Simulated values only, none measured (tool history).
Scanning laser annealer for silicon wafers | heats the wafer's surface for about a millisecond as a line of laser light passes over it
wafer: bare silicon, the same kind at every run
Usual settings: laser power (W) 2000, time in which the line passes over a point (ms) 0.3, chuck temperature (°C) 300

run,hour,laser power (W),time in which the line passes over a point (ms),chuck temperature (°C),highest temperature of the surface (°C)
1,0,2000,0.3,300,1058
2,5.9,2000,0.312,300,1073
3,13.8,2000,0.312,300,1071
4,25.6,2000,0.3,300,1061
5,34.8,2000,0.3,300,1059
6,44.4,2000,0.3,300,1059
7,50.9,2000,0.3,300,1058
8,62.6,2000,0.3,300,1057
9,68.6,2000,0.3,300,1061
10,78,2000,0.3,300,1059
11,87.9,2000,0.3,300,1055
12,97.4,2000,0.3,300,1059
13,105.2,2000,0.3,300,1059
14,110.8,2000,0.3,318,1073
15,120.5,2000,0.3,318,1075
16,129.5,2000,0.3,318,1071
17,138.4,1743,0.337,270,946
18,145.1,2151,0.326,300,1159
19,153.5,2000,0.334,277,1073
20,160.4,2170,0.264,277,1061
21,172.6,2036,0.328,300,1105
22,181,2036,0.328,300,1106
23,193.1,2000,0.339,266,1069
24,201.6,2192,0.311,300,1162
25,207.1,1856,0.304,277,970
26,212.5,1856,0.304,277,969

Hidden state or all else? Some run-to-run changes of highest temperature of the surface (°C), split into what the settings, what came in and random variation would give without the hidden state, and what is left for the hidden state (with any gauge scatter that isn't in both results):
The hidden state here: light that passes the window, % of a clean one's; laser's true power over the reading, %; width of the line over the set one, %; drift of the gauge itself on peak_c, C.
Run 17 -> 18: laser power (W) 1743 -> 2151, time in which the line passes over a point (ms) 0.337 -> 0.326, chuck temperature (°C) 270 -> 300. highest temperature of the surface (°C) +213: hidden state -7, all else +220.
Run 24 -> 25: laser power (W) 2192 -> 1856, time in which the line passes over a point (ms) 0.311 -> 0.304, chuck temperature (°C) 300 -> 277. highest temperature of the surface (°C) -192: hidden state +6, all else -198.
